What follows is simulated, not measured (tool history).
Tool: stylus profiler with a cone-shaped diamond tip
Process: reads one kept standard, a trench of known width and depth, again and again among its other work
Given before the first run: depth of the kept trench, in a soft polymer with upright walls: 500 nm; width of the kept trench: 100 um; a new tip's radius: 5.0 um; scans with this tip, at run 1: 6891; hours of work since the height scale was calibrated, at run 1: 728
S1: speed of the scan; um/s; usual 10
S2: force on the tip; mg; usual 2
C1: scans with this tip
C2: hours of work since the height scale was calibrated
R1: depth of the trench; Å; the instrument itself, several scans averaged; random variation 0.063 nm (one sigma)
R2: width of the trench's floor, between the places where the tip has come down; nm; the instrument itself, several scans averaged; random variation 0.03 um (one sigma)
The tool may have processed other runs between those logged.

| run | hour | S1 | S2 | C1 | C2 | R1 | R2 |
|---|---|---|---|---|---|---|---|
| 1 | 0 | 10 | 2 | 6891 | 728 | 5069.6 | 94570 |
| 2 | 27.1 | 10 | 1.02 | 7026 | 743 | 5046.9 | 94480 |
| 3 | 76.6 | 10 | 2 | 7274 | 769 | 5069.9 | 94510 |
| 4 | 100.7 | 10 | 2 | 7395 | 782 | 5069.9 | 94490 |
|  | 104.3 | height scale calibrated on a step standard |
| 5 | 127.4 | 10 | 2 | 7526 | 12 | 5073 | 94490 |
| 6 | 172.2 | 10 | 2 | 7750 | 36 | 5073.9 | 94450 |
| 7 | 193 | 10 | 5.66 | 7855 | 47 | 5136.5 | 94410 |
| 8 | 217.2 | 10 | 5.66 | 7976 | 60 | 5135.6 | 94370 |
|  | 267.8 | height scale calibrated on a step standard, once more |
| 9 | 268 | 39 | 5.66 | 8228 | 0 | 5124 | 94230 |
| 10 | 310.7 | 39 | 5.66 | 8442 | 23 | 5122.3 | 94280 |
| 11 | 355.9 | 39 | 5.66 | 8668 | 47 | 5123.1 | 94200 |

Each row is a separate what-if for the run after 11, all from the same tool condition, not one after another. Results?
| A | 385.9 | 2 | 2.98 | 8818 | 62 | ? | ? |
| B | 385.9 | 9 | 1.09 | 8818 | 62 | ? | ? |
| C | 385.9 | 31 | 0.97 | 8818 | 62 | ? | ? |
| D | 385.9 | 39 | 4.85 | 8818 | 62 | ? | ? |
| E | 385.9 | 13 | 2 | 8818 | 62 | ? | ? |

| run | R1 | R2 |
|---|---|---|
| A | 5079 | 94280 |
| B | 5041 | 94240 |
| C | 5037.5 | 94030 |
| D | 5112.3 | 94200 |
| E | 5061.4 | 94270 |
Without the tool's hidden state the same runs would have given:
| run | R1 | R2 |
|---|---|---|
| A | 5079.7 | 95600 |
| B | 5041.7 | 95550 |
| C | 5038.2 | 95350 |
| D | 5112.9 | 95510 |
| E | 5062.1 | 95580 |

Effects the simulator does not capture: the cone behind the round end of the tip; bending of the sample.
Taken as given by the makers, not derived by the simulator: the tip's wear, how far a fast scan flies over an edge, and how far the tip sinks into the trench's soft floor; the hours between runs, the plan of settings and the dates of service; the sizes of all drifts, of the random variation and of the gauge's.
